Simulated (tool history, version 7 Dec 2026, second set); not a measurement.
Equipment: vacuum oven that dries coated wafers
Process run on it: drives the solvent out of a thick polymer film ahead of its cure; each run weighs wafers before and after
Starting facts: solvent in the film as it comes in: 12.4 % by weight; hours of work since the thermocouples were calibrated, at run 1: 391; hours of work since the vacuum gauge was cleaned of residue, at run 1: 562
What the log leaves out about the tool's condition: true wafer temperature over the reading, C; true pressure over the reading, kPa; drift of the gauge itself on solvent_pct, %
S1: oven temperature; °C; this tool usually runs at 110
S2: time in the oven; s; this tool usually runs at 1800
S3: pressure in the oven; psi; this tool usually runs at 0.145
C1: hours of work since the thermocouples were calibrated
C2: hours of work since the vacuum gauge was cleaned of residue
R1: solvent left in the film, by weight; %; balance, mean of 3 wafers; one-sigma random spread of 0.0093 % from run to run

run 1 hour=0.0 | S1=110 S2=1800 S3=0.145 | C1=391 C2=562 | R1=1.217
run 2 hour=18.9 | S1=103 S2=1800 S3=0.145 | C1=403 C2=573 | R1=2.505
run 3 hour=42.9 | S1=103 S2=1800 S3=0.145 | C1=418 C2=588 | R1=2.511
run 4 hour=62.1 | S1=103 S2=1800 S3=0.145 | C1=429 C2=600 | R1=2.508
run 5 hour=85.6 | S1=110 S2=1800 S3=0.145 | C1=444 C2=614 | R1=1.209
run 6 hour=108.6 | S1=110 S2=1800 S3=0.145 | C1=458 C2=628 | R1=1.218
run 7 hour=134.1 | S1=110 S2=1800 S3=0.145 | C1=473 C2=644 | R1=1.223
run 8 hour=161.7 | S1=110 S2=1800 S3=0.210 | C1=490 C2=661 | R1=1.436
run 9 hour=178.9 | S1=110 S2=1500 S3=0.210 | C1=501 C2=671 | R1=1.786
run 10 hour=202.5 | S1=110 S2=1500 S3=0.210 | C1=515 C2=686 | R1=1.787
run 11 hour=227.4 | S1=110 S2=1500 S3=0.210 | C1=531 C2=701 | R1=1.793
run 12 hour=245.6 | S1=100 S2=1800 S3=0.145 | C1=542 C2=712 | R1=3.231
run 13 hour=259.1 | S1=110 S2=1800 S3=0.145 | C1=550 C2=721 | R1=1.210
run 14 hour=280.3 | S1=110 S2=1800 S3=0.145 | C1=563 C2=734 | R1=1.206
run 15 hour=307.3 | S1=110 S2=1800 S3=0.145 | C1=580 C2=750 | R1=1.209
run 16 hour=321.1 | S1=110 S2=1800 S3=0.145 | C1=588 C2=759 | R1=1.207
run 17 hour=336.5 | S1=110 S2=1800 S3=0.145 | C1=598 C2=768 | R1=1.203
run 18 hour=351.1 | S1=110 S2=1800 S3=0.145 | C1=606 C2=777 | R1=1.193
run 19 hour=373.0 | S1=110 S2=1800 S3=0.145 | C1=620 C2=790 | R1=1.208
run 20 hour=389.6 | S1=110 S2=1800 S3=0.145 | C1=630 C2=800 | R1=1.204
run 21 hour=415.6 | S1=119 S2=1800 S3=0.145 | C1=646 C2=816 | R1=0.518
run 22 hour=436.9 | S1=119 S2=1800 S3=0.145 | C1=659 C2=829 | R1=0.507
run 23 hour=459.8 | S1=110 S2=1800 S3=0.145 | C1=673 C2=844 | R1=1.187
run 24 hour=485.5 | S1=106 S2=1620 S3=0.138 | C1=689 C2=859 | R1=2.060
run 25 hour=500.9 | S1=106 S2=1620 S3=0.138 | C1=698 C2=869 | R1=2.072
run 26 hour=529.4 | S1=102 S2=1620 S3=0.186 | C1=716 C2=886 | R1=3.188
-- hour=532.5 vacuum gauge cleaned of residue and calibrated
run 27 hour=554.5 | S1=102 S2=1620 S3=0.186 | C1=730 C2=13 | R1=3.201
run 28 hour=584.4 | S1=110 S2=2220 S3=0.229 | C1=748 C2=32 | R1=1.249
run 29 hour=596.9 | S1=123 S2=1020 S3=0.194 | C1=756 C2=39 | R1=0.782
run 30 hour=612.3 | S1=125 S2=2160 S3=0.096 | C1=766 C2=49 | R1=0.257
-- hour=627.4 vacuum gauge cleaned of residue and calibrated, once more
run 31 hour=643.4 | S1=125 S2=1920 S3=0.305 | C1=784 C2=10 | R1=0.716
run 32 hour=671.1 | S1=125 S2=1680 S3=0.287 | C1=801 C2=27 | R1=0.683
run 33 hour=694.1 | S1=122 S2=2460 S3=0.145 | C1=815 C2=41 | R1=0.356
run 34 hour=711.4 | S1=118 S2=1020 S3=0.331 | C1=825 C2=51 | R1=1.598
run 35 hour=731.0 | S1=118 S2=1020 S3=0.331 | C1=837 C2=63 | R1=1.580
run 36 hour=746.6 | S1=121 S2=900 S3=0.531 | C1=847 C2=73 | R1=1.881
run 37 hour=760.3 | S1=121 S2=900 S3=0.531 | C1=855 C2=81 | R1=1.895
run 38 hour=783.2 | S1=114 S2=900 S3=0.531 | C1=869 C2=95 | R1=3.141
-- hour=806.8 oven's thermocouples calibrated
run 39 hour=808.0 | S1=114 S2=900 S3=0.531 | C1=1 C2=109 | R1=3.365
run 40 hour=823.5 | S1=114 S2=900 S3=0.531 | C1=10 C2=119 | R1=3.368
run 41 hour=851.8 | S1=122 S2=960 S3=0.531 | C1=28 C2=136 | R1=1.830
run 42 hour=866.1 | S1=122 S2=960 S3=0.531 | C1=36 C2=145 | R1=1.825
run 43 hour=878.4 | S1=104 S2=2580 S3=0.125 | C1=44 C2=153 | R1=1.419
run 44 hour=901.4 | S1=104 S2=2580 S3=0.125 | C1=58 C2=167 | R1=1.424
run 45 hour=921.6 | S1=116 S2=2040 S3=0.077 | C1=70 C2=179 | R1=0.361
run 46 hour=935.1 | S1=106 S2=1680 S3=0.164 | C1=79 C2=187 | R1=2.220

What differs in the tool's unlogged condition from the final listed run ahead of each entry between runs to the first listed run following it?
From run 26 to run 27: vacuum gauge cleaned of residue and calibrated (hour 532.5)
  true wafer temperature over the reading, C: 0.81 -> 0.83; true pressure over the reading, kPa: 0.085 -> 0.132
  difference, measured minus the result without the unlogged condition, R1: -0.155 -> -0.132 %
From run 30 to run 31: vacuum gauge cleaned of residue and calibrated, once more (hour 627.4)
  true wafer temperature over the reading, C: 0.87 -> 0.89; true pressure over the reading, kPa: 0.135 -> 0.012
  difference, measured minus the result without the unlogged condition, R1: +0.039 -> -0.018 %
From run 38 to run 39: oven's thermocouples calibrated (hour 806.8)
  true wafer temperature over the reading, C: 0.99 -> -0.1; true pressure over the reading, kPa: 0.021 -> 0.023
  difference, measured minus the result without the unlogged condition, R1: -0.212 -> +0.033 %

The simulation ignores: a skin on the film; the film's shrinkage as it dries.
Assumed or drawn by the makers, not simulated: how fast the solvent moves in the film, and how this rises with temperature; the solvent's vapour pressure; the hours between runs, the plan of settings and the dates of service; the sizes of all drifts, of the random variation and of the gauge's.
